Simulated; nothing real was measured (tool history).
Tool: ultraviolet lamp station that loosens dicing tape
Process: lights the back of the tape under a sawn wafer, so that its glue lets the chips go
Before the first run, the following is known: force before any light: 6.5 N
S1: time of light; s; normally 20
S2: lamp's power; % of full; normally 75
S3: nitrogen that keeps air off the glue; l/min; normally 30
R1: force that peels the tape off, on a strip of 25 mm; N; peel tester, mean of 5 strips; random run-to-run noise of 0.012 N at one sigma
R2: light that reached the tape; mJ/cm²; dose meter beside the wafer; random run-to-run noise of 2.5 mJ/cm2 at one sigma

Run 1, hour 0.0: usual settings. Result: R1 0.704 N, R2 273 mJ/cm².
Run 2, hour 9.5: usual settings. Result: R1 0.728 N, R2 268 mJ/cm².
Run 3, hour 15.8: usual settings. Result: R1 0.717 N, R2 265 mJ/cm².
Run 4, hour 26.2: usual settings but S1 10 s. Result: R1 2.075 N, R2 135 mJ/cm².
Run 5, hour 36.6: usual settings but S1 10 s. Result: R1 2.106 N, R2 136 mJ/cm².
Run 6, hour 42.3: usual settings but S1 10 s. Result: R1 2.141 N, R2 133 mJ/cm².
Run 7, hour 50.7: usual settings but S1 10 s. Result: R1 2.083 N, R2 133 mJ/cm².
Run 8, hour 59.1: usual settings but S3 15 l/min. Result: R1 1.221 N, R2 265 mJ/cm².
Run 9, hour 70.1: usual settings but S3 15 l/min. Result: R1 1.197 N, R2 266 mJ/cm².
Run 10, hour 79.9: usual settings but S1 26 s, S2 84 % of full, S3 45 l/min. Result: R1 0.258 N, R2 383 mJ/cm².
Run 11, hour 88.5: usual settings but S1 26 s, S2 84 % of full, S3 45 l/min. Result: R1 0.263 N, R2 385 mJ/cm².
Run 12, hour 97.0: usual settings but S1 26 s, S2 84 % of full, S3 45 l/min. Result: R1 0.268 N, R2 385 mJ/cm².
Run 13, hour 102.6: usual settings but S1 12 s, S3 57 l/min. Result: R1 1.282 N, R2 157 mJ/cm².
Run 14, hour 107.5: usual settings but S1 12 s, S2 77 % of full, S3 57 l/min. Result: R1 1.255 N, R2 163 mJ/cm².
Run 15, hour 115.2: usual settings but S1 12 s, S2 77 % of full, S3 57 l/min. Result: R1 1.253 N, R2 163 mJ/cm².

Consider 3 possible next runs. They are alternatives, not a sequence: every one starts from the tool as it was left by run 15. What does each give?
Run A, hour 123.7: usual settings but S1 18 s, S3 11 l/min. Result: R1 ?, R2 ?.
Run B, hour 123.7: usual settings but S1 27 s, S2 77 % of full, S3 57 l/min. Result: R1 ?, R2 ?.
Run C, hour 123.7: usual settings but S1 12 s. Result: R1 ?, R2 ?.

run     R1   R2
  A  1.670  237
  B  0.248  365
  C  1.772  161
Stripped of hidden state, with their random variation kept, the same runs would have yielded:
run     R1   R2
  A  1.316  281
  B  0.182  433
  C  1.399  190
